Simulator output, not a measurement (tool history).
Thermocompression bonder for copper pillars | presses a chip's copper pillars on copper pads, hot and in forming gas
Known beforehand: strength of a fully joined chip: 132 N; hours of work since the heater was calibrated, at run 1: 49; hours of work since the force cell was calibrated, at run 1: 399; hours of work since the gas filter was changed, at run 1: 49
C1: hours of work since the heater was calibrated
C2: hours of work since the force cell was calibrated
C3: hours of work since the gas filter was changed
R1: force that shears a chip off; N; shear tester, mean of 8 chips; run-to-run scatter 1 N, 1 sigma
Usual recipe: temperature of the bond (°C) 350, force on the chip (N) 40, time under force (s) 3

Run 1, hour 0.0: usual settings; C1 49; C2 399; C3 49. Result: R1 87.7 N.
Run 2, hour 27.1: usual settings; C1 68; C2 418; C3 68. Result: R1 87.8 N.
Run 3, hour 63.0: usual settings; C1 93; C2 443; C3 93. Result: R1 86.3 N.
Run 4, hour 96.9: usual settings but force on the chip (N) 52; C1 116; C2 466; C3 116. Result: R1 102.7 N.
Run 5, hour 140.0: usual settings but force on the chip (N) 52; C1 146; C2 496; C3 146. Result: R1 101.1 N.
Run 6, hour 199.7: usual settings but force on the chip (N) 52; C1 187; C2 537; C3 187. Result: R1 99.5 N.
Run 7, hour 252.7: usual settings; C1 224; C2 574; C3 224. Result: R1 81.9 N.
Run 8, hour 284.8: usual settings but force on the chip (N) 47; C1 246; C2 596; C3 246. Result: R1 91.6 N.
Run 9, hour 334.8: usual settings but force on the chip (N) 47; C1 280; C2 630; C3 280. Result: R1 89.3 N.
Run 10, hour 371.8: usual settings but force on the chip (N) 47; C1 306; C2 656; C3 306. Result: R1 89.6 N.
Run 11, hour 412.0: usual settings but force on the chip (N) 47; C1 333; C2 683; C3 333. Result: R1 87.3 N.
Run 12, hour 445.3: usual settings; C1 356; C2 706; C3 356. Result: R1 76.3 N.
Run 13, hour 509.0: usual settings; C1 400; C2 750; C3 400. Result: R1 75.4 N.
Run 14, hour 557.6: usual settings; C1 434; C2 784; C3 434. Result: R1 74.0 N.
At hour 602.4: forming gas filter changed.
Run 15, hour 610.0: usual settings but time under force (s) 2; C1 469; C2 819; C3 5. Result: R1 75.0 N.
Run 16, hour 669.3: usual settings but force on the chip (N) 31; C1 510; C2 860; C3 46. Result: R1 65.7 N.
Run 17, hour 722.5: usual settings but force on the chip (N) 31; C1 547; C2 897; C3 83. Result: R1 63.3 N.
Run 18, hour 779.9: usual settings but force on the chip (N) 31; C1 587; C2 937; C3 122. Result: R1 61.1 N.
Run 19, hour 819.7: usual settings but force on the chip (N) 31; C1 614; C2 964; C3 150. Result: R1 59.6 N.
Run 20, hour 877.7: usual settings but temperature of the bond (°C) 321, force on the chip (N) 30, time under force (s) 2; C1 654; C2 1004; C3 190. Result: R1 37.8 N.
At hour 893.2: force cell calibrated.
Run 21, hour 925.1: usual settings but force on the chip (N) 58, time under force (s) 5; C1 686; C2 22; C3 221. Result: R1 105.3 N.
Run 22, hour 990.7: usual settings but temperature of the bond (°C) 374, force on the chip (N) 58; C1 731; C2 67; C3 267. Result: R1 104.8 N.
Run 23, hour 1038.2: usual settings but temperature of the bond (°C) 374, force on the chip (N) 58; C1 764; C2 100; C3 299. Result: R1 105.2 N.
At hour 1075.9: heater calibrated with a thermocouple chip.
Run 24, hour 1101.5: usual settings but temperature of the bond (°C) 329, force on the chip (N) 38; C1 18; C2 142; C3 341. Result: R1 63.4 N.
Run 25, hour 1167.1: usual settings but temperature of the bond (°C) 329, force on the chip (N) 38; C1 63; C2 187; C3 387. Result: R1 63.1 N.
Run 26, hour 1208.6: usual settings but temperature of the bond (°C) 352; C1 91; C2 216; C3 415. Result: R1 77.0 N.
At hour 1253.2: force cell calibrated, once more.
Run 27, hour 1273.7: usual settings but temperature of the bond (°C) 328, time under force (s) 4; C1 135; C2 14; C3 459. Result: R1 74.4 N.
At hour 1279.7: forming gas filter changed.
Run 28, hour 1332.1: usual settings but temperature of the bond (°C) 328, time under force (s) 4; C1 175; C2 54; C3 36. Result: R1 83.4 N.
Run 29, hour 1379.1: usual settings but temperature of the bond (°C) 356, force on the chip (N) 25, time under force (s) 4; C1 208; C2 86; C3 68. Result: R1 65.9 N.
Run 30, hour 1409.9: usual settings but temperature of the bond (°C) 356, force on the chip (N) 25, time under force (s) 4; C1 229; C2 108; C3 90. Result: R1 66.0 N.
Run 31, hour 1462.9: usual settings but temperature of the bond (°C) 356, force on the chip (N) 25, time under force (s) 4; C1 265; C2 144; C3 126. Result: R1 65.3 N.
Run 32, hour 1518.2: usual settings but time under force (s) 7; C1 303; C2 182; C3 164. Result: R1 103.0 N.
Run 33, hour 1579.2: usual settings but temperature of the bond (°C) 363, time under force (s) 2; C1 345; C2 224; C3 206. Result: R1 78.5 N.
Run 34, hour 1638.3: usual settings but temperature of the bond (°C) 363, time under force (s) 2; C1 386; C2 265; C3 247. Result: R1 79.4 N.
Run 35, hour 1691.5: usual settings but time under force (s) 2; C1 423; C2 302; C3 284. Result: R1 71.1 N.
Run 36, hour 1725.0: usual settings but time under force (s) 2; C1 446; C2 325; C3 307. Result: R1 69.7 N.
Run 37, hour 1785.7: usual settings but force on the chip (N) 27, time under force (s) 5; C1 488; C2 367; C3 349. Result: R1 63.9 N.
Run 38, hour 1838.4: usual settings but force on the chip (N) 27, time under force (s) 5; C1 524; C2 403; C3 385. Result: R1 64.0 N.

Hidden state or all else? Some run-to-run changes of R1, split into what the settings, what came in and random variation would give without the hidden state, and what is left for the hidden state (with any gauge scatter that isn't in both results):
What the log doesn't record here: true temperature of the bond over the reading, C; force that reaches the chip, % of what is set; oxide that the forming gas leaves, % of the face; drift of the gauge itself on shear_n, %.
Run 14 -> 15: time under force (s) 3 -> 2, forming gas filter changed. R1 +1.0 N: hidden state +8.3, all else -7.3.
Run 20 -> 21: temperature of the bond (°C) 321 -> 350, force on the chip (N) 30 -> 58, time under force (s) 2 -> 5, force cell calibrated. R1 +67.5 N: hidden state -4.0, all else +71.5.
Run 23 -> 24: temperature of the bond (°C) 374 -> 329, force on the chip (N) 58 -> 38, heater calibrated with a thermocouple chip. R1 -41.8 N: hidden state +4.2, all else -46.0.
Run 26 -> 27: temperature of the bond (°C) 352 -> 328, time under force (s) 3 -> 4, force cell calibrated, once more. R1 -2.6 N: hidden state +6.2, all else -8.8.
Run 27 -> 28: forming gas filter changed. R1 +9.0 N: hidden state +8.0, all else +1.0.
Run 31 -> 32: temperature of the bond (°C) 356 -> 350, force on the chip (N) 25 -> 40, time under force (s) 4 -> 7. R1 +37.7 N: hidden state -2.3, all else +40.0.

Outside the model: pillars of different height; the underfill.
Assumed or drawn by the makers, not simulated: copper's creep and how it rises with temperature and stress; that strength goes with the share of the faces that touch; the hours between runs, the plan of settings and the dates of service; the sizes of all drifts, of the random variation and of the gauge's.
